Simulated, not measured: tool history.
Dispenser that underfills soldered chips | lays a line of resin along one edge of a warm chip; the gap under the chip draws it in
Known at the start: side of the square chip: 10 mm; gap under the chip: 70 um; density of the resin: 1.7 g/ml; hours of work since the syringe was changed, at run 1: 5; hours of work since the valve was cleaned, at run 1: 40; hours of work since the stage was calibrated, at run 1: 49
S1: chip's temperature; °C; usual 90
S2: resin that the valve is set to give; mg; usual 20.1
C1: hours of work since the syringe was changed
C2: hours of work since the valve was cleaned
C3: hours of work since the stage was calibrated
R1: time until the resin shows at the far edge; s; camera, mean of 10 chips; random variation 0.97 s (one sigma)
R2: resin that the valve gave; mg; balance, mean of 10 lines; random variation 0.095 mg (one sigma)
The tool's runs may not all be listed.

run,hour,S1,S2,C1,C2,C3,R1,R2
1,0.0,90,20.1,5,40,49,147.8,19.44
# hour 5.5: new syringe of resin
2,6.6,90,20.1,1,45,54,99.7,19.32
3,11.8,90,20.1,5,49,58,139.1,19.29
# hour 17.4: new syringe of resin
4,19.7,90,20.1,2,55,63,104.9,19.02
5,25.7,90,20.1,6,60,68,158.8,19.03
# hour 29.7: new syringe of resin
6,34.5,90,20.1,4,66,74,124.3,19.04
7,41.1,93,20.1,9,71,79,176.2,18.80
# hour 42.4: new syringe of resin
8,51.2,93,20.1,7,78,87,149.1,18.64
# hour 55.0: new syringe of resin
9,60.1,93,20.1,4,85,93,112.9,18.55
# hour 67.4: new syringe of resin
10,70.6,99,20.1,2,93,101,78.2,18.55
11,77.1,80,20.1,7,98,106,270.7,18.33
# hour 79.6: new syringe of resin
12,89.3,90,26.0,7,107,115,174.4,23.36
# hour 92.5: new syringe of resin
13,101.0,90,26.0,6,115,124,160.4,23.30
# hour 105.2: new syringe of resin
14,109.8,90,26.0,3,122,130,121.9,23.31
# hour 117.2: new syringe of resin
15,120.9,90,26.0,3,130,138,114.4,22.99
16,126.9,90,24.5,7,135,143,172.4,21.61
# hour 129.7: new syringe of resin
17,136.2,90,24.5,5,141,150,135.6,21.29
# hour 142.3: new syringe of resin
# hour 145.6: dispensing valve cleaned and set on the balance
18,149.0,90,24.5,4,3,159,130.3,24.41
# hour 155.7: new syringe of resin
19,160.0,90,24.5,3,11,167,120.6,24.38
# hour 168.3: new syringe of resin
20,168.7,86,18.3,0,17,173,110.4,17.97
21,175.5,105,23.4,5,22,178,81.2,23.00
# hour 180.8: new syringe of resin
22,183.5,101,17.3,2,28,184,73.8,16.95
# hour 192.7: new syringe of resin
23,196.3,101,17.7,3,38,194,75.9,17.14
24,201.6,101,17.7,7,42,198,109.6,17.13
# hour 205.3: new syringe of resin
25,208.6,84,19.7,2,47,203,146.8,18.81
26,216.4,84,19.7,8,53,209,241.0,18.59
# hour 217.9: new syringe of resin
27,224.3,84,19.7,5,58,214,179.2,18.63
# hour 230.1: new syringe of resin
28,235.3,90,19.3,4,67,222,127.8,18.08
# hour 242.3: new syringe of resin
29,243.7,83,19.2,1,73,229,130.0,17.71
30,250.5,86,23.8,6,78,234,179.8,22.12
# hour 254.3: new syringe of resin
31,259.2,101,18.2,4,84,240,84.2,16.85
# hour 266.3: new syringe of resin
32,266.3,83,18.5,0,89,245,124.5,16.94

The next listed run, before its measurement:
33,274.0,83,18.2,6,95,251,?,?

Run 33 gave R1 210.7 s, R2 16.68 mg.
Without the tool's hidden state the same run would have given R1 124.8 s, R2 18.28 mg.
